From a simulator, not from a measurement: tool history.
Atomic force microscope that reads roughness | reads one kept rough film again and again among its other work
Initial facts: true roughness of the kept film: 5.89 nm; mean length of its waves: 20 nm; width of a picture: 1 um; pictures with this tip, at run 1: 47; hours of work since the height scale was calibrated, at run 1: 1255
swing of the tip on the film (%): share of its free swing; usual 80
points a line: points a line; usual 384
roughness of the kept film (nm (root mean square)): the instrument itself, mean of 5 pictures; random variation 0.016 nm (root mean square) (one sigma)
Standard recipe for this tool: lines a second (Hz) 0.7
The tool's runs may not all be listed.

| run | hour | lines a second (Hz) | swing of the tip on the film (%) | points a line | pictures with this tip | hours of work since the height scale was calibrated | roughness of the kept film (nm (root mean square)) |
|---|---|---|---|---|---|---|---|
| 1 | 0 | 0.7 | 80 | 384 | 47 | 1255 | 2.857 |
|  | 22.9 | new tip fitted |
| 2 | 49.4 | 0.7 | 80 | 384 | 64 | 1293 | 2.689 |
|  | 67.7 | new tip fitted |
| 3 | 84.8 | 0.7 | 80 | 384 | 41 | 1319 | 3.023 |
|  | 109.3 | new tip fitted |
| 4 | 141.8 | 0.7 | 80 | 384 | 79 | 1363 | 2.562 |
|  | 155.3 | new tip fitted |
|  | 198.6 | new tip fitted |
| 5 | 198.6 | 0.7 | 80 | 384 | 0 | 1406 | 3.881 |
|  | 243.9 | new tip fitted |
| 6 | 272.3 | 0.7 | 80 | 708 | 69 | 1462 | 2.708 |
|  | 288.8 | new tip fitted |
| 7 | 321.5 | 0.7 | 76 | 384 | 79 | 1500 | 2.57 |
|  | 332.2 | new tip fitted |
|  | 376.1 | new tip fitted |
| 8 | 400.4 | 0.7 | 80 | 423 | 59 | 1560 | 2.905 |
|  | 421.2 | new tip fitted |
| 9 | 452.9 | 0.7 | 57 | 423 | 77 | 1600 | 2.835 |
|  | 466.1 | new tip fitted |
|  | 508.2 | new tip fitted |
| 10 | 508.9 | 0.7 | 57 | 423 | 2 | 1642 | 4.02 |
|  | 555.1 | new tip fitted |
| 11 | 557.4 | 3.091 | 57 | 423 | 6 | 1679 | 3.692 |
|  | 597.6 | new tip fitted |
| 12 | 605.8 | 3.091 | 63 | 423 | 20 | 1716 | 3.249 |
|  | 640.4 | new tip fitted |
| 13 | 669.1 | 0.7 | 60 | 384 | 69 | 1765 | 2.903 |
|  | 685.2 | new tip fitted |
|  | 705.4 | height scale calibrated on a step standard |
|  | 731.1 | new tip fitted |
| 14 | 734.9 | 0.7 | 60 | 384 | 9 | 22 | 3.899 |
|  | 776.4 | new tip fitted |
| 15 | 780.6 | 0.7 | 80 | 714 | 10 | 57 | 3.73 |
|  | 823.1 | new tip fitted |
| 16 | 858.3 | 0.7 | 73 | 714 | 85 | 117 | 2.751 |
|  | 865.2 | new tip fitted |
| 17 | 905.1 | 0.7 | 80 | 384 | 97 | 152 | 2.495 |
|  | 911.2 | new tip fitted |
|  | 953.6 | new tip fitted |
| 18 | 955.4 | 0.7 | 80 | 384 | 4 | 190 | 3.789 |
|  | 997.5 | height scale calibrated on a step standard, once more |
|  | 998 | new tip fitted |
| 19 | 1012.7 | 0.7 | 80 | 384 | 36 | 11 | 3.19 |
|  | 1042.6 | new tip fitted |
|  | 1085.2 | new tip fitted |
| 20 | 1087.4 | 1.239 | 74 | 384 | 5 | 68 | 3.553 |
|  | 1126.7 | new tip fitted |
| 21 | 1149.3 | 0.843 | 80 | 530 | 55 | 115 | 2.816 |
|  | 1173 | new tip fitted |
| 22 | 1190 | 2.211 | 57 | 273 | 41 | 146 | 2.976 |
|  | 1218.3 | new tip fitted |
| 23 | 1246.7 | 2.211 | 57 | 273 | 69 | 190 | 2.732 |
|  | 1262.4 | new tip fitted |
|  | 1303.5 | new tip fitted |
| 24 | 1325.9 | 0.782 | 57 | 397 | 54 | 250 | 3.026 |
|  | 1350 | new tip fitted |
| 25 | 1381 | 0.782 | 57 | 397 | 75 | 292 | 2.728 |
|  | 1396.1 | new tip fitted |
| 26 | 1423.5 | 0.782 | 57 | 397 | 66 | 324 | 2.811 |
|  | 1440.7 | new tip fitted |
|  | 1485.7 | new tip fitted |
| 27 | 1501.5 | 0.913 | 64 | 623 | 38 | 384 | 3.393 |
|  | 1529.9 | new tip fitted |
|  | 1572.6 | new tip fitted |
| 28 | 1572.6 | 0.913 | 89 | 892 | 0 | 438 | 3.594 |
|  | 1617 | new tip fitted |
| 29 | 1627.3 | 2.994 | 83 | 364 | 25 | 480 | 2.564 |
|  | 1662.8 | new tip fitted |
| 30 | 1674.4 | 2.068 | 67 | 304 | 28 | 515 | 3.229 |
|  | 1708 | new tip fitted |
|  | 1749.6 | new tip fitted |
| 31 | 1749.6 | 0.534 | 80 | 277 | 0 | 573 | 3.787 |
|  | 1792 | new tip fitted |
| 32 | 1827.6 | 3.031 | 60 | 396 | 86 | 632 | 2.455 |
|  | 1839.1 | new tip fitted |
|  | 1882.8 | new tip fitted |
| 33 | 1897.3 | 0.598 | 77 | 384 | 35 | 685 | 3.272 |
|  | 1929.9 | new tip fitted |
| 34 | 1935.2 | 0.598 | 82 | 338 | 12 | 714 | 3.505 |
|  | 1977.6 | new tip fitted |
| 35 | 1979.1 | 0.598 | 82 | 338 | 3 | 748 | 3.79 |
|  | 2020.4 | new tip fitted |
| 36 | 2046.3 | 0.598 | 82 | 338 | 63 | 799 | 2.712 |
|  | 2064.2 | new tip fitted |
|  | 2107.1 | new tip fitted |
| 37 | 2108.6 | 0.7 | 79 | 384 | 4 | 846 | 3.771 |

Below are 5 alternative next runs, each starting from the tool's condition after run 37. Predict each:
|  | 2150.7 | new tip fitted |
| A | 2152 | 0.7 | 60 | 384 | 4 | 879 | ? |
|  | 2150.7 | new tip fitted |
| B | 2152 | 1.759 | 77 | 449 | 4 | 879 | ? |
|  | 2150.7 | new tip fitted |
| C | 2152 | 0.815 | 80 | 384 | 4 | 879 | ? |
|  | 2150.7 | new tip fitted |
| D | 2152 | 0.7 | 79 | 481 | 4 | 879 | ? |
|  | 2150.7 | new tip fitted |
| E | 2152 | 1.72 | 80 | 278 | 4 | 879 | ? |

| run | roughness of the kept film (nm (root mean square)) |
|---|---|
| A | 3.95 |
| B | 3.465 |
| C | 3.697 |
| D | 3.783 |
| E | 3.353 |
With the hidden condition removed and each run's random variation left untouched, the same runs would have given:
| run | roughness of the kept film (nm (root mean square)) |
|---|---|
| A | 3.998 |
| B | 3.507 |
| C | 3.742 |
| D | 3.83 |
| E | 3.394 |
